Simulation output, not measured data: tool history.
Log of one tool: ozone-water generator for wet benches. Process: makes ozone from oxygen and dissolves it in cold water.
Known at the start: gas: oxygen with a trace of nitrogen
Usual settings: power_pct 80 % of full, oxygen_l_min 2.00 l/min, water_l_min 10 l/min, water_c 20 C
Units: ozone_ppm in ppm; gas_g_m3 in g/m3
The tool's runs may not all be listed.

run,hour,power_pct,oxygen_l_min,water_l_min,water_c,ozone_ppm,gas_g_m3
1,0.0,80,2.00,10,20,24.2,309.9
2,99.7,80,2.00,10,20,24.0,310.8
3,164.1,82,2.00,10,20,24.7,317.9
4,256.6,82,2.00,10,20,24.6,319.8
5,314.4,82,2.00,10,20,24.8,319.7
6,395.9,80,2.00,10,19,24.5,309.6
7,456.8,80,2.00,10,19,24.2,310.7
# hour 515.7: water thermometer calibrated
8,527.5,80,2.00,10,19,24.2,315.0
9,587.0,80,2.00,10,19,24.0,312.2
10,632.1,80,2.00,12,20,20.6,312.3
11,707.5,80,2.00,12,20,21.0,312.3
12,805.0,80,2.00,12,20,21.0,316.0
13,906.2,80,2.00,10,20,24.2,311.6
14,1005.9,80,2.00,7,20,31.2,312.8
# hour 1092.8: contactor cleaned
15,1092.8,80,2.00,7,20,31.0,312.1
16,1186.1,80,2.00,13,23,18.9,314.5
17,1252.6,52,2.00,12,13,15.1,212.1
18,1322.7,49,2.00,7,27,18.0,200.9
19,1407.2,80,2.09,10,20,24.5,308.8
20,1455.0,50,2.12,10,13,17.3,200.4

Run 21 comes next. What will it give?
21,1527.8,52,2.30,10,25,?,?

Run 21 gave ozone_ppm 15.8 ppm, gas_g_m3 201.0 g/m3.
Without the tool's hidden state the same run would have given ozone_ppm 15.8 ppm, gas_g_m3 198.3 g/m3.
